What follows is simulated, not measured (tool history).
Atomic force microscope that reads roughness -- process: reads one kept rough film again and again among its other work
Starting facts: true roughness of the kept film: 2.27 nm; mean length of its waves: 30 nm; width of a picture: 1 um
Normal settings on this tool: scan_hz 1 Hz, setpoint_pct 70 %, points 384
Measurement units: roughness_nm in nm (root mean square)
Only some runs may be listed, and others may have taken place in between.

run,hour,scan_hz,setpoint_pct,points,roughness_nm
1,0,1,70,384,2.105
2,26.8,1,70,579,2.118
3,69.5,0.51,70,384,2.122
4,108.2,1,70,384,2.12
5,155.9,1,70,384,2.104
6,198.8,1,70,384,2.107
7,234.6,1,70,314,2.101
8,271.4,1,70,384,2.113
9,306.8,1,70,384,2.122
10,349.1,1,70,412,2.122
11,395.6,1,70,688,2.105
12,418.9,1,70,384,2.108
13,448.7,1,70,384,2.104
14,503,1,70,384,2.107
15,556.1,1,70,384,2.123
16,607.8,1,70,384,2.119
17,633,1,70,384,2.11
18,666.7,1,66,302,2.112
19,700.3,1.79,70,291,2.076
20,752.4,1.79,70,291,2.061
21,776.3,0.58,82,393,2.101
22,834.6,0.51,85,931,2.138
23,875.8,0.51,87,931,2.115
24,929.6,1,70,941,2.11
25,958.5,1,70,941,2.132
26,992,1,70,941,2.145
27,1038.1,1,85,323,2.06
28,1069.5,1,85,323,2.056
29,1119.5,2.77,86,384,1.943
30,1150,1.39,58,886,2.125
31,1202.4,2.36,64,384,2.062
32,1232,2.4,75,384,2.055
33,1260.6,3.86,72,697,2.018
34,1314,1.14,70,650,2.12

Between the runs listed above, the log contained 4 entries, not reproduced here. Where in the sequence does each belong, and how does what the log doesn't record of the tool's condition differ from the listed run before to the listed run after?
After run 3, before run 4: new tip fitted (hour 96.9)
  radius of the tip, nm: 5.2 -> 5
After run 13, before run 14: new tip fitted (hour 454.3)
  radius of the tip, nm: 5.2 -> 5
After run 21, before run 22: new tip fitted (hour 810.6)
  radius of the tip, nm: 5.2 -> 5
After run 30, before run 31: new tip fitted (hour 1171)
  radius of the tip, nm: 5.2 -> 5

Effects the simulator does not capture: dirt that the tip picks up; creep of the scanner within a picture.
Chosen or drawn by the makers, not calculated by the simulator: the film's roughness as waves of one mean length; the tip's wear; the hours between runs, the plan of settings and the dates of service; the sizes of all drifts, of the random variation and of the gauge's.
